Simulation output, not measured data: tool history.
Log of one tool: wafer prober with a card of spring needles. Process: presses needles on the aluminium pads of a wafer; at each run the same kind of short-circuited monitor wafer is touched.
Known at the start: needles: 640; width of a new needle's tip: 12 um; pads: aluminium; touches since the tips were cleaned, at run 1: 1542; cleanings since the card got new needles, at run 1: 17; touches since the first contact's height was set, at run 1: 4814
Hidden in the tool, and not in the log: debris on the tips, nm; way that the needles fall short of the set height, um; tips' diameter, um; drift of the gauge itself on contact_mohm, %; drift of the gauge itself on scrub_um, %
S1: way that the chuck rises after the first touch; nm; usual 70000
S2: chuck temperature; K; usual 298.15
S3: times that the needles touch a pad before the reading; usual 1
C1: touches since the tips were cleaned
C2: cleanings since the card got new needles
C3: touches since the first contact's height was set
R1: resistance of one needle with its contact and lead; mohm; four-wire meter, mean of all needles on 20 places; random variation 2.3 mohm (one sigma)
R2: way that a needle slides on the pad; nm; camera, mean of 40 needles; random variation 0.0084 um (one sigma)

run,hour,S1,S2,S3,C1,C2,C3,R1,R2
1,0.0,70000,298.15,1,1542,17,4814,278,13141
# hour 8.5: tips cleaned on abrasive film
# hour 19.9: tips cleaned on abrasive film
# hour 34.0: tips cleaned on abrasive film
# hour 45.4: tips cleaned on abrasive film
2,50.8,70000,298.15,1,2117,21,24386,284,13086
# hour 59.4: tips cleaned on abrasive film
# hour 73.5: tips cleaned on abrasive film
# hour 87.7: tips cleaned on abrasive film
# hour 99.0: tips cleaned on abrasive film
# hour 113.2: tips cleaned on abrasive film
# hour 127.3: tips cleaned on abrasive film
3,128.0,84000,298.15,1,237,27,54082,260,15685
# hour 139.3: tips cleaned on abrasive film
# hour 153.5: tips cleaned on abrasive film
# hour 167.6: tips cleaned on abrasive film
4,169.5,70000,298.15,1,728,30,70086,264,13030
# hour 180.8: tips cleaned on abrasive film
# hour 195.0: tips cleaned on abrasive film
# hour 206.3: tips cleaned on abrasive film
5,208.5,70000,298.15,1,854,33,85125,266,13018
# hour 211.6: height of the first contact set anew
# hour 220.2: tips cleaned on abrasive film
# hour 234.3: tips cleaned on abrasive film
# hour 248.5: tips cleaned on abrasive film
# hour 262.7: tips cleaned on abrasive film
6,266.4,70000,298.15,2,1452,37,21091,268,13107
# hour 274.9: tips cleaned on abrasive film
# hour 289.1: tips cleaned on abrasive film
# hour 303.2: tips cleaned on abrasive film
7,304.4,70000,298.15,2,435,40,35709,257,13106
# hour 315.7: tips cleaned on abrasive film
# hour 329.9: tips cleaned on abrasive film
8,340.4,70000,331.15,2,4082,42,49609,288,13056
# hour 343.3: tips cleaned on abrasive film
# hour 354.6: tips cleaned on abrasive film
# hour 368.8: tips cleaned on abrasive film
# hour 380.8: tips cleaned on abrasive film
9,380.8,70000,331.15,2,0,46,65146,261,13037
# hour 395.0: tips cleaned on abrasive film
# hour 409.1: tips cleaned on abrasive film
# hour 423.3: tips cleaned on abrasive film
# hour 434.8: height of the first contact set anew
# hour 437.7: tips cleaned on abrasive film
# hour 451.6: tips cleaned on abrasive film
10,451.6,70000,298.15,1,0,51,6448,261,13136
# hour 463.0: tips cleaned on abrasive film
# hour 477.1: tips cleaned on abrasive film
11,486.3,89000,298.15,1,3545,53,19812,284,16661
# hour 489.2: tips cleaned on abrasive film
# hour 500.5: tips cleaned on abrasive film
# hour 514.7: tips cleaned on abrasive film
# hour 528.8: tips cleaned on abrasive film
# hour 540.2: tips cleaned on abrasive film
# hour 554.3: tips cleaned on abrasive film
# hour 568.5: tips cleaned on abrasive film
12,568.5,89000,298.15,1,0,60,51442,254,16631
# hour 582.6: tips cleaned on abrasive film
# hour 596.8: tips cleaned on abrasive film
# hour 608.1: tips cleaned on abrasive film
# hour 622.3: tips cleaned on abrasive film
13,625.6,89000,298.15,1,1266,64,73439,265,16596
# hour 634.1: tips cleaned on abrasive film
# hour 648.3: tips cleaned on abrasive film
# hour 659.8: height of the first contact set anew
# hour 662.7: tips cleaned on abrasive film
# hour 676.9: tips cleaned on abrasive film
14,687.0,89000,298.15,1,3943,68,10490,283,16680
# hour 689.9: tips cleaned on abrasive film
# hour 704.1: tips cleaned on abrasive film
# hour 718.3: tips cleaned on abrasive film
# hour 732.4: tips cleaned on abrasive film
# hour 743.8: tips cleaned on abrasive film
# hour 757.9: tips cleaned on abrasive film
15,764.2,89000,298.15,1,2438,74,40204,278,16639
# hour 769.9: tips cleaned on abrasive film
# hour 784.1: tips cleaned on abrasive film
# hour 798.2: tips cleaned on abrasive film
# hour 812.4: tips cleaned on abrasive film
16,820.8,89000,298.15,1,3271,78,62024,280,16596
# hour 826.5: tips cleaned on abrasive film
# hour 840.7: tips cleaned on abrasive film
# hour 854.9: tips cleaned on abrasive film
17,862.0,65000,327.15,1,2759,81,77876,302,12070
# hour 867.7: tips cleaned on abrasive film
# hour 879.0: tips cleaned on abrasive film
# hour 885.0: height of the first contact set anew
# hour 893.5: tips cleaned on abrasive film
# hour 907.6: tips cleaned on abrasive film
# hour 921.8: tips cleaned on abrasive film
18,922.8,70000,345.15,1,376,86,14560,276,13124
# hour 934.1: tips cleaned on abrasive film
# hour 948.3: tips cleaned on abrasive film
# hour 962.4: tips cleaned on abrasive film
# hour 976.6: tips cleaned on abrasive film
# hour 990.7: tips cleaned on abrasive film
19,998.8,54000,332.15,1,3110,91,43857,322,10090
# hour 1004.5: tips cleaned on abrasive film
# hour 1018.6: tips cleaned on abrasive film
# hour 1032.8: tips cleaned on abrasive film
# hour 1044.1: tips cleaned on abrasive film
20,1055.1,66000,361.15,1,4264,95,65578,317,12318
# hour 1058.0: tips cleaned on abrasive film
# hour 1072.2: tips cleaned on abrasive film
# hour 1086.4: tips cleaned on abrasive film
# hour 1100.5: tips cleaned on abrasive film
21,1106.7,88000,317.15,1,2401,99,85436,283,16424
# hour 1109.8: height of the first contact set anew
# hour 1112.7: tips cleaned on abrasive film
# hour 1124.1: tips cleaned on abrasive film
# hour 1138.2: tips cleaned on abrasive film
22,1145.4,50000,317.15,1,2791,102,13702,318,9365

Run 23 comes next. What will it give?
# hour 1151.1: tips cleaned on abrasive film
# hour 1162.5: tips cleaned on abrasive film
# hour 1176.6: tips cleaned on abrasive film
# hour 1189.5: tips cleaned on abrasive film
23,1189.5,66000,348.15,1,0,106,30661,?,?

Run 23 gave R1 266 mohm, R2 12350 nm.
Without the tool's hidden state the same run would have given R1 264 mohm, R2 12400 nm.
